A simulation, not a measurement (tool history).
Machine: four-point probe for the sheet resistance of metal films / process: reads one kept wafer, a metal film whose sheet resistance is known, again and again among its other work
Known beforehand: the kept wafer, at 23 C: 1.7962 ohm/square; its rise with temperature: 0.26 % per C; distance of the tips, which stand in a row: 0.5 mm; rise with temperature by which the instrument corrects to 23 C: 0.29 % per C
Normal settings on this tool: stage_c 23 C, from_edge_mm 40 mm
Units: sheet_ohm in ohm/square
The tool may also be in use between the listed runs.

run	hour	stage_c	from_edge_mm	sheet_ohm
1	0	23	40	1.784175
2	24.3	23	33	1.782942
3	52.2	23	33	1.784031
4	75.5	21	40	1.784292
5	106.7	21	40	1.784307
6	124.8	23	40	1.78352
7	146.2	23	40	1.782819
8	163.3	23	40	1.783603
9	187.5	23	6	1.789671
10	214.2	29	6	1.78698
11	234.9	29	6	1.786772
12	257.4	29	6	1.786146
13	284.7	29	6	1.786216
14	308.3	29	6	1.787139
# hour 311.2: stage's thermometer calibrated
15	327.6	23	40	1.783778
16	357.8	23	40	1.783738
17	374.1	23	40	1.783836
18	405.3	23	74	1.783553
19	429.3	23	74	1.783461
20	442.6	23	74	1.783568
# hour 465.1: stage's thermometer calibrated, once more
21	465.1	25	40	1.779335
22	489.2	25	5	1.789815
23	512	25	5	1.789448
24	541.8	32	17	1.776868
25	566.4	29	53	1.778333
26	580.1	29	53	1.778044
27	609.7	26	11	1.780554
28	622.8	26	11	1.781526
29	653.8	26	37	1.778818
30	672.4	26	8	1.782582
31	698.5	27	42	1.779114
32	719.6	27	4	1.793691
33	735.8	21	58	1.781453
34	763.5	31	8	1.780791
35	793.5	20	14	1.783289
36	807.4	20	14	1.782722
37	835.8	34	72	1.775122

5 ways to go on from here, each from the tool as it stands after run 37. What would each give?
A	852.8	30	28	?
B	852.8	22	72	?
C	852.8	20	7	?
D	852.8	33	72	?
E	852.8	33	9	?

run	sheet_ohm
A	1.777165
B	1.780444
C	1.78642
D	1.775264
E	1.778744
Without the tool's unlogged condition, the same runs would have read:
run	sheet_ohm
A	1.793126
B	1.796425
C	1.80245
D	1.79121
E	1.79472

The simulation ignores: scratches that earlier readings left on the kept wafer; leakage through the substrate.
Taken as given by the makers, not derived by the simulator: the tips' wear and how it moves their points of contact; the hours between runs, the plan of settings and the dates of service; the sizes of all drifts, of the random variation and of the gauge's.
